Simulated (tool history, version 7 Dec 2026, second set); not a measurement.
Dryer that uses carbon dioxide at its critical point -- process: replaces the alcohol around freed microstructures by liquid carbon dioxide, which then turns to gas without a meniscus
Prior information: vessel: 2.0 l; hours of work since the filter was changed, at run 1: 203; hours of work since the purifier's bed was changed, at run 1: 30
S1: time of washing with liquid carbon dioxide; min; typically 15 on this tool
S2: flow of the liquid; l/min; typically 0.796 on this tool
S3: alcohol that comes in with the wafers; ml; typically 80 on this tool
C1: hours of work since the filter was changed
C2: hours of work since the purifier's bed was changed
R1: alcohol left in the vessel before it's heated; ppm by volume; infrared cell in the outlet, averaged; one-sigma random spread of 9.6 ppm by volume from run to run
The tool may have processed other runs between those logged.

Run 1, hour 0: usual settings; C1 203; C2 30. Result: R1 954 ppm by volume.
Run 2, hour 8.7: usual settings; C1 208; C2 35. Result: R1 972 ppm by volume.
Run 3, hour 16.6: usual settings; C1 212; C2 39. Result: R1 968 ppm by volume.
Run 4, hour 22.2: usual settings but S2 0.868 l/min; C1 216; C2 42. Result: R1 710 ppm by volume.
Run 5, hour 31.3: usual settings but S2 0.769 l/min; C1 221; C2 47. Result: R1 1101 ppm by volume.
Run 6, hour 38.5: usual settings but S2 0.769 l/min; C1 225; C2 51. Result: R1 1115 ppm by volume.
At hour 41.3: inlet filter changed.
Run 7, hour 47.9: usual settings but S2 1.108 l/min; C1 4; C2 56. Result: R1 122 ppm by volume.
Run 8, hour 54.3: usual settings; C1 7; C2 60. Result: R1 553 ppm by volume.
Run 9, hour 63.5: usual settings but S3 49 ml; C1 12; C2 65. Result: R1 350 ppm by volume.
Run 10, hour 68.1: usual settings but S3 49 ml; C1 15; C2 67. Result: R1 353 ppm by volume.
Run 11, hour 72.1: usual settings but S3 113 ml; C1 17; C2 70. Result: R1 817 ppm by volume.
Run 12, hour 76.6: usual settings but S1 22 min; C1 20; C2 72. Result: R1 90 ppm by volume.
Run 13, hour 81: usual settings but S1 22 min, S2 0.586 l/min; C1 22; C2 75. Result: R1 393 ppm by volume.
Run 14, hour 87.2: usual settings but S1 22 min, S2 0.586 l/min; C1 26; C2 78. Result: R1 397 ppm by volume.
Run 15, hour 93.2: usual settings but S1 21 min; C1 29; C2 81. Result: R1 123 ppm by volume.
Run 16, hour 97.1: usual settings but S1 21 min; C1 31; C2 84. Result: R1 112 ppm by volume.
Run 17, hour 102.3: usual settings but S1 21 min; C1 34; C2 87. Result: R1 122 ppm by volume.
Run 18, hour 110.4: usual settings but S1 13 min, S2 0.644 l/min, S3 53 ml; C1 39; C2 91. Result: R1 1405 ppm by volume.
Run 19, hour 117.1: usual settings but S1 13 min, S2 0.644 l/min, S3 53 ml; C1 43; C2 95. Result: R1 1394 ppm by volume.
Run 20, hour 122.6: usual settings but S1 13 min, S2 0.644 l/min, S3 53 ml; C1 46; C2 98. Result: R1 1395 ppm by volume.
Run 21, hour 128.5: usual settings but S1 13 min, S2 0.644 l/min, S3 53 ml; C1 49; C2 101. Result: R1 1389 ppm by volume.
Run 22, hour 136.8: usual settings but S1 13 min, S2 0.644 l/min, S3 53 ml; C1 54; C2 106. Result: R1 1415 ppm by volume.
Run 23, hour 142.2: usual settings but S1 13 min, S2 0.644 l/min, S3 53 ml; C1 57; C2 109. Result: R1 1391 ppm by volume.
Run 24, hour 150.9: usual settings but S1 13 min, S2 0.644 l/min, S3 53 ml; C1 62; C2 114. Result: R1 1411 ppm by volume.
Run 25, hour 159.6: usual settings but S1 13 min, S2 0.644 l/min, S3 53 ml; C1 66; C2 119. Result: R1 1418 ppm by volume.
Run 26, hour 166.3: usual settings but S1 10 min, S2 0.558 l/min, S3 88 ml; C1 70; C2 122. Result: R1 6208 ppm by volume.
Run 27, hour 171.6: usual settings but S1 10 min, S2 0.558 l/min, S3 88 ml; C1 73; C2 125. Result: R1 6282 ppm by volume.
Run 28, hour 175.8: usual settings but S1 21 min, S2 0.558 l/min, S3 88 ml; C1 76; C2 128. Result: R1 767 ppm by volume.
Run 29, hour 184.4: usual settings but S1 21 min, S2 0.558 l/min, S3 88 ml; C1 80; C2 133. Result: R1 758 ppm by volume.
Run 30, hour 193.4: usual settings but S1 21 min, S2 1.087 l/min, S3 49 ml; C1 85; C2 138. Result: R1 30 ppm by volume.
Run 31, hour 201.1: usual settings but S1 16 min, S2 1.129 l/min, S3 39 ml; C1 90; C2 142. Result: R1 57 ppm by volume.
Run 32, hour 207.5: usual settings but S2 0.592 l/min, S3 54 ml; C1 93; C2 146. Result: R1 1270 ppm by volume.
Run 33, hour 213: usual settings but S1 18 min, S2 0.485 l/min, S3 28 ml; C1 96; C2 149. Result: R1 707 ppm by volume.

Branching from run 33: 5 alternative next runs. What would each branch give?
Run A, hour 221.7: usual settings but S1 21 min, S2 0.575 l/min, S3 28 ml; C1 101; C2 154. Result: R1 ?.
Run B, hour 221.7: usual settings but S2 1.21 l/min, S3 82 ml; C1 101; C2 154. Result: R1 ?.
Run C, hour 221.7: usual settings but S1 18 min, S2 0.485 l/min, S3 95 ml; C1 101; C2 154. Result: R1 ?.
Run D, hour 221.7: usual settings but S1 11 min, S2 0.625 l/min, S3 91 ml; C1 101; C2 154. Result: R1 ?.
Run E, hour 221.7: usual settings but S1 14 min, S2 0.804 l/min, S3 73 ml; C1 101; C2 154. Result: R1 ?.

run    R1
  A   233
  B   110
  C  2281
  D  4369
  E   832
Stripped of hidden state, with their random variation kept, the same runs would have yielded:
run    R1
  A   171
  B    71
  C  1869
  D  3740
  E   643

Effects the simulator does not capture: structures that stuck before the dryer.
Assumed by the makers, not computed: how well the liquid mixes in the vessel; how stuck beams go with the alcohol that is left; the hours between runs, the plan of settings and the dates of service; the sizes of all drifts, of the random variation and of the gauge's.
